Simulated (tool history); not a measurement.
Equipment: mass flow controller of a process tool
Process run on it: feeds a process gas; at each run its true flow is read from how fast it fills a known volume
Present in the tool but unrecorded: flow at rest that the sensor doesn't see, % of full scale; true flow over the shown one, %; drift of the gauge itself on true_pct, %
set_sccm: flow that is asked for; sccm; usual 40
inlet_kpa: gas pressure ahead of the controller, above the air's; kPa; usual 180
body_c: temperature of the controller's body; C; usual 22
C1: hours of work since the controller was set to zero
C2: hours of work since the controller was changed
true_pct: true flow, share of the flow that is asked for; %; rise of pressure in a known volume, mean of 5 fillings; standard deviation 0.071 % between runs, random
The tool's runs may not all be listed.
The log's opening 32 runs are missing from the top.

{"run": 33, "hour": 5719.4, "set_sccm": 15, "inlet_kpa": 180, "body_c": 22, "C1": 553, "C2": 5538, "true_pct": 99.2}
{"run": 34, "hour": 5855.1, "set_sccm": 15, "inlet_kpa": 180, "body_c": 22, "C1": 609, "C2": 5594, "true_pct": 99.32}
{"run": 35, "hour": 6098.3, "set_sccm": 40, "inlet_kpa": 223, "body_c": 28, "C1": 711, "C2": 5696, "true_pct": 99.42}
{"run": 36, "hour": 6236.1, "set_sccm": 40, "inlet_kpa": 227, "body_c": 28, "C1": 768, "C2": 5753, "true_pct": 99.24}
{"run": 37, "hour": 6419.4, "set_sccm": 27, "inlet_kpa": 191, "body_c": 28, "C1": 844, "C2": 5830, "true_pct": 99.24}
{"run": 38, "hour": 6551.1, "set_sccm": 40, "inlet_kpa": 253, "body_c": 37, "C1": 899, "C2": 5884, "true_pct": 98.84}
{"run": 39, "hour": 6720.3, "set_sccm": 40, "inlet_kpa": 253, "body_c": 37, "C1": 970, "C2": 5955, "true_pct": 98.85}
{"run": 40, "hour": 6962.1, "set_sccm": 40, "inlet_kpa": 183, "body_c": 22, "C1": 1071, "C2": 6056, "true_pct": 99.5}
{"run": 41, "hour": 7089.5, "set_sccm": 40, "inlet_kpa": 244, "body_c": 22, "C1": 1124, "C2": 6109, "true_pct": 99.22}
{"run": 42, "hour": 7255.6, "set_sccm": 40, "inlet_kpa": 262, "body_c": 22, "C1": 1193, "C2": 6178, "true_pct": 99.27}
{"run": 43, "hour": 7496.5, "set_sccm": 16, "inlet_kpa": 167, "body_c": 22, "C1": 1293, "C2": 6279, "true_pct": 99.71}
{"run": 44, "hour": 7679.4, "set_sccm": 12, "inlet_kpa": 167, "body_c": 22, "C1": 1370, "C2": 6355, "true_pct": 100.15}

Forecast each of these 5 alternatives for the next run:
{"run": "A", "hour": 7854.3, "set_sccm": 12, "inlet_kpa": 244, "body_c": 20, "C1": 1443, "C2": 6428, "true_pct": "?"}
{"run": "B", "hour": 7854.3, "set_sccm": 11, "inlet_kpa": 238, "body_c": 22, "C1": 1443, "C2": 6428, "true_pct": "?"}
{"run": "C", "hour": 7854.3, "set_sccm": 5, "inlet_kpa": 191, "body_c": 22, "C1": 1443, "C2": 6428, "true_pct": "?"}
{"run": "D", "hour": 7854.3, "set_sccm": 5, "inlet_kpa": 187, "body_c": 22, "C1": 1443, "C2": 6428, "true_pct": "?"}
{"run": "E", "hour": 7854.3, "set_sccm": 12, "inlet_kpa": 278, "body_c": 24, "C1": 1443, "C2": 6428, "true_pct": "?"}

run=A true_pct=99.71
run=B true_pct=99.9
run=C true_pct=101.98
run=D true_pct=101.99
run=E true_pct=99.57
Take away the tool's hidden state, keep each run's random variation, and the runs would have read:
run=A true_pct=98.76
run=B true_pct=98.81
run=C true_pct=98.82
run=D true_pct=98.84
run=E true_pct=98.62
